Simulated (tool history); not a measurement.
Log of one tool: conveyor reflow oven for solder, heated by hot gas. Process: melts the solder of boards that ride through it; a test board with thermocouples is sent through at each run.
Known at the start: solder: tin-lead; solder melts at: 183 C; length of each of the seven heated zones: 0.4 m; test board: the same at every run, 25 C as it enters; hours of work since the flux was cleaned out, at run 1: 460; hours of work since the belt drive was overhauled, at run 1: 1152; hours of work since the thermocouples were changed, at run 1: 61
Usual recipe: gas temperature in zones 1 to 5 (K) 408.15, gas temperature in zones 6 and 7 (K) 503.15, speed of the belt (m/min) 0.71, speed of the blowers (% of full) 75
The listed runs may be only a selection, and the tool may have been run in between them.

run     day  gas temperature in zones 1 to 5 (K)  gas temperature in zones 6 and 7 (K)  speed of the belt (m/min)  speed of the blowers (% of full)  hours of work since the flux was cleaned out  hours of work since the belt drive was overhauled  hours of work since the thermocouples were changed  highest temperature of the board (K)  time above the solder's melting point (s)
  1       0                               408.15                                503.15                       0.71                                75                                           460                                               1152                                                  61                                479.45                                       40.5
      1.708  -- flux residue cleaned out of gas plates and filters
  2   2.629                               408.15                                503.15                      0.725                                75                                            10                                               1180                                                  88                                484.05                                       45.3
  3   6.217                               408.15                                503.15                      0.725                                75                                            51                                               1221                                                 129                                483.75                                       44.3
  4   9.383                               408.15                                503.15                      0.725                                75                                            87                                               1257                                                 165                                482.85                                       44.4
  5  12.292                               408.15                                503.15                      0.725                                75                                           120                                               1290                                                 198                                482.35                                       43.7
     13.875  -- belt drive overhauled, speed set with a stopwatch
  6  15.346                               408.15                                503.15                      0.725                                75                                           153                                                 17                                                 231                                481.25                                       39.6
  7  17.379                               410.15                                503.15                       0.71                                75                                           176                                                 40                                                 254                                481.35                                       42.9
  8  21.304                               408.15                                503.15                       0.71                                75                                           221                                                 85                                                 299                                480.55                                         41
  9  24.504                               408.15                                503.15                       0.71                                75                                           257                                                121                                                 335                                480.75                                       39.9
 10  28.304                               408.15                                503.15                       0.71                                75                                           301                                                164                                                 378                                479.55                                       39.1
 11  31.842                               408.15                                503.15                       0.71                                75                                           341                                                204                                                 419                                478.05                                       39.1
 12  35.629                               408.15                                503.15                       0.71                                75                                           384                                                248                                                 462                                478.25                                       37.3
 13  37.696                               408.15                                499.15                       0.71                                75                                           408                                                271                                                 485                                474.25                                       34.7
 14  41.325                               408.15                                493.15                       0.71                                75                                           449                                                312                                                 526                                469.85                                       28.3
     44.054  -- flux residue cleaned out of gas plates and filters
 15  45.279                               408.15                                503.15                       0.71                                75                                            14                                                355                                                 569                                483.75                                         44
 16  47.621                               408.15                                503.15                       0.71                                75                                            41                                                382                                                 596                                482.65                                       42.3
 17  51.525                               408.15                                503.15                       0.71                                75                                            85                                                426                                                 640                                481.45                                       43.4
 18    54.5                               420.15                                517.15                      0.845                                64                                           119                                                460                                                 674                                484.05                                         40
 19  57.217                               408.15                                503.15                      0.836                                53                                           150                                                491                                                 705                                464.35                                       15.1
 20  60.104                               408.15                                511.15                       0.71                                75                                           183                                                524                                                 738                                487.15                                       47.1
 21  61.792                               408.15                                511.15                       0.71                                75                                           202                                                543                                                 757                                487.75                                       47.7

Run 22 has not been measured yet. What should we expect?
     63.217  -- thermocouples of zones 6 and 7 changed
 22  64.35                               408.15                                511.15                       0.71                                75                                           230                                                571                                                  13                                     ?                                          ?

{"run 22": {"highest temperature of the board (K)": 487.95, "time above the solder's melting point (s)": 47.5}}
If the tool had no hidden condition, the same run with the same run-to-run variation would have returned highest temperature of the board (K) 490.45, time above the solder's melting point (s) 48.8.
